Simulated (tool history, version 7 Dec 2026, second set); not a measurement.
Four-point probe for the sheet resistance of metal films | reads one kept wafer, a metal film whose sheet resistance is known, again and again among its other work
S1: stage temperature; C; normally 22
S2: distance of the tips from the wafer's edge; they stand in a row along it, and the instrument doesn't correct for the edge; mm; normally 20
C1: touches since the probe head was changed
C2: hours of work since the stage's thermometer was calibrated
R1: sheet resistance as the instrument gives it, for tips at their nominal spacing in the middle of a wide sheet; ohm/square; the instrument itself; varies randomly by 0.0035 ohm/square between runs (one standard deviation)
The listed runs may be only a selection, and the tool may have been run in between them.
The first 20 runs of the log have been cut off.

run	hour	S1	S2	C1	C2	R1
21	1204	22	36	41714	1554	17.534038
22	1245.9	22	36	43206	1587	17.535016
23	1317.2	22	20	45752	1642	17.552645
24	1388.5	22	41	48291	1697	17.533192
25	1434.9	22	41	49947	1733	17.536704
26	1492.8	22	3	52014	1778	18.518875
27	1565.3	26	54	54598	1834	17.548829
28	1619.4	21	66	56526	1876	17.531661
29	1665.9	29	4	58185	1912	18.124801
30	1719.1	22	43	60085	1954	17.533834
31	1768.3	22	43	61838	1992	17.531627
32	1802.1	22	8	63043	2018	17.676893
33	1842	19	35	64465	2049	17.529192
34	1887.8	22	13	66099	2084	17.578844
35	1947	22	4	68210	2130	18.103373
36	2004.9	34	4	70277	2175	18.140447

What does the tool deliver on the next run?
37	2079.8	27	7	72948	2233	?

R1: 17.742572 ohm/square
With the hidden condition absent and the run-to-run variation left alone, this run would have shown R1 17.742914 ohm/square.
